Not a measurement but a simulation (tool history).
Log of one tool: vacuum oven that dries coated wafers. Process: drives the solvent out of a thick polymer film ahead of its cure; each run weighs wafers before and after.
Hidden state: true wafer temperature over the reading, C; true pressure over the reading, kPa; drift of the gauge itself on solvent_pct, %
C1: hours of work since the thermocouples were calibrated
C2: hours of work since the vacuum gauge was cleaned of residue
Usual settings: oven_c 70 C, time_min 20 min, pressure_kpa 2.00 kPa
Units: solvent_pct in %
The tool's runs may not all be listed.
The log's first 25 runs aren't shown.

Run 26, hour 270.0: usual settings but oven_c 78 C, time_min 29 min, pressure_kpa 2.16 kPa; C1 838; C2 232. Result: solvent_pct 1.08 %.
Run 27, hour 280.7: usual settings but oven_c 84 C, time_min 29 min, pressure_kpa 1.05 kPa; C1 846; C2 240. Result: solvent_pct 0.35 %.
Run 28, hour 288.1: usual settings but time_min 16 min, pressure_kpa 1.34 kPa; C1 852; C2 246. Result: solvent_pct 3.81 %.
Run 29, hour 298.9: usual settings but time_min 15 min, pressure_kpa 1.50 kPa; C1 860; C2 255. Result: solvent_pct 4.12 %.
Run 30, hour 310.7: usual settings but oven_c 81 C, pressure_kpa 2.39 kPa; C1 869; C2 264. Result: solvent_pct 1.22 %.
Run 31, hour 322.5: usual settings but oven_c 78 C, time_min 23 min, pressure_kpa 1.52 kPa; C1 879; C2 273. Result: solvent_pct 1.04 %.
Run 32, hour 334.5: usual settings but oven_c 78 C, time_min 23 min, pressure_kpa 1.52 kPa; C1 888; C2 282. Result: solvent_pct 0.93 %.
Run 33, hour 348.3: usual settings but oven_c 73 C, time_min 16 min; C1 899; C2 293. Result: solvent_pct 3.18 %.
Run 34, hour 357.9: usual settings but oven_c 73 C, time_min 16 min; C1 906; C2 300. Result: solvent_pct 3.11 %.

Forecast each of these 5 alternatives for the next run:
Run A, hour 372.2: usual settings but oven_c 67 C; C1 917; C2 311. Result: solvent_pct ?.
Run B, hour 372.2: usual settings but oven_c 61 C, time_min 17 min; C1 917; C2 311. Result: solvent_pct ?.
Run C, hour 372.2: usual settings but oven_c 60 C, time_min 16 min; C1 917; C2 311. Result: solvent_pct ?.
Run D, hour 372.2: usual settings but oven_c 66 C, time_min 21 min, pressure_kpa 5.97 kPa; C1 917; C2 311. Result: solvent_pct ?.
Run E, hour 372.2: usual settings but oven_c 73 C, time_min 25 min, pressure_kpa 3.43 kPa; C1 917; C2 311. Result: solvent_pct ?.

run  solvent_pct
  A         4.37
  B         6.75
  C         7.12
  D         6.26
  E         2.60
Without the tool's hidden state the same runs would have given:
run  solvent_pct
  A         3.73
  B         6.17
  C         6.58
  D         5.58
  E         2.16
